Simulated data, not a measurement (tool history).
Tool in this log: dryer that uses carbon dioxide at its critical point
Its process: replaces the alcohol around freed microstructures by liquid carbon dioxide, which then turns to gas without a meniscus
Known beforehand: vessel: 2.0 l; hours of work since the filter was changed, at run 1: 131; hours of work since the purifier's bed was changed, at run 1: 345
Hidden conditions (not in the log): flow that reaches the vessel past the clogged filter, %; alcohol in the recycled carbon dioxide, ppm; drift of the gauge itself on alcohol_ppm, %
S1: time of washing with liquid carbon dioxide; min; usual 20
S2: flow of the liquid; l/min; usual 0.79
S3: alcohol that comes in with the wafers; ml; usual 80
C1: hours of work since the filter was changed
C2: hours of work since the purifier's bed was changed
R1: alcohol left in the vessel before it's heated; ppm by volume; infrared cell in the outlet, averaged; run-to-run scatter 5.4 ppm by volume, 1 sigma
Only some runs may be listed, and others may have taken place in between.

run,day,S1,S2,S3,C1,C2,R1
1,0,20,0.79,80,131,345,230
2,0.504,20,0.79,80,138,353,244
3,0.921,20,0.79,80,144,359,227
4,1.379,20,0.79,22,151,366,110
5,1.846,18,0.79,80,158,373,370
6,2.146,18,0.79,80,162,377,386
7,2.771,14,0.79,80,172,387,1006
8,3.425,14,0.79,80,181,396,1026
9,3.908,14,0.79,80,189,403,1076
10,4.429,16,0.605,33,196,411,731
11,5.017,14,1.231,50,205,420,137
12,5.662,16,0.599,70,215,429,1545
13,6.071,18,1.294,102,221,436,99
14,6.575,18,1.294,102,228,443,98
15,6.979,18,1.294,102,234,449,95
16,7.342,29,0.497,102,240,454,558
17,7.833,18,0.601,76,247,462,1236

5 ways to go on from here, each from the tool as it stands after run 17. What would each give?
A,8.304,19,1.291,24,254,469,?
B,8.304,14,0.601,21,254,469,?
C,8.304,20,1.231,75,254,469,?
D,8.304,31,0.601,57,254,469,?
E,8.304,20,1.314,80,254,469,?

run,R1
A,82
B,773
C,88
D,137
E,89
With no hidden state in the tool, these same runs would have given:
run,R1
A,8
B,517
C,8
D,34
E,15

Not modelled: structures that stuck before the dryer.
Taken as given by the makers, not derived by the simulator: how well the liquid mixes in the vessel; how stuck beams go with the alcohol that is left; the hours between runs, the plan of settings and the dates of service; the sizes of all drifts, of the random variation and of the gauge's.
